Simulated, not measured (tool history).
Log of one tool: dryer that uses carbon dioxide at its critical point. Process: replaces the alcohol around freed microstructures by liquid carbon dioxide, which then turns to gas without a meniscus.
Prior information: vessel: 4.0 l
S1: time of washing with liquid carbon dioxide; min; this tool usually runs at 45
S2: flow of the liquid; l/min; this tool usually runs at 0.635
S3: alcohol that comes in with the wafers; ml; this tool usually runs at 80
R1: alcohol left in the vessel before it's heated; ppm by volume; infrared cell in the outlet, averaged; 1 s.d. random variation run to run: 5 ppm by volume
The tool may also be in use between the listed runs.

run	day	S1	S2	S3	R1
1	0	45	0.635	80	63
2	0.396	45	0.635	80	57
3	0.708	45	0.635	80	65
4	0.983	67	0.635	80	21
5	1.354	67	0.635	80	21
6	1.775	67	0.635	80	25
7	2.158	67	0.635	80	22
8	2.388	67	0.635	80	27
9	2.804	67	0.635	80	22
10	2.996	67	0.635	80	28
11	3.4	67	0.635	80	28
12	3.792	45	0.635	37	44
13	4.079	45	0.635	80	67
14	4.475	45	0.635	80	86
15	4.875	45	0.635	80	85
16	5.071	45	0.635	80	89
17	5.242	45	0.59	80	119
18	5.529	45	0.59	80	122
19	5.75	45	0.59	80	128
20	5.983	45	0.59	85	130
21	6.288	45	0.59	85	123
22	6.521	45	0.635	80	84
23	6.833	45	0.635	80	88
24	7.083	45	0.635	80	96
# day 7.179: inlet filter changed
25	7.367	55	0.681	80	24
26	7.592	55	0.681	80	35
27	7.817	30	0.635	111	324
28	8.138	34	0.507	31	167
29	8.442	34	0.507	31	172
30	8.658	57	0.922	31	35
31	8.867	69	0.573	31	34
32	9.229	45	0.431	80	247
33	9.554	45	0.431	80	250
34	9.892	63	0.431	50	57
35	10.15	63	0.431	50	50
36	10.546	63	0.431	50	60
37	10.767	67	0.431	50	51
38	11.1	67	0.874	26	43
39	11.421	63	0.874	26	35
40	11.621	63	0.874	26	37
41	11.983	66	0.436	80	60
42	12.308	66	0.436	80	59
43	12.612	66	0.436	80	60
44	12.933	37	0.869	98	57

Forecast run 45:
45	13.183	40	0.603	61	?

Run 45 produced R1 104 ppm by volume.
The same run, on a tool lacking any hidden state, would have yielded R1 56 ppm by volume.
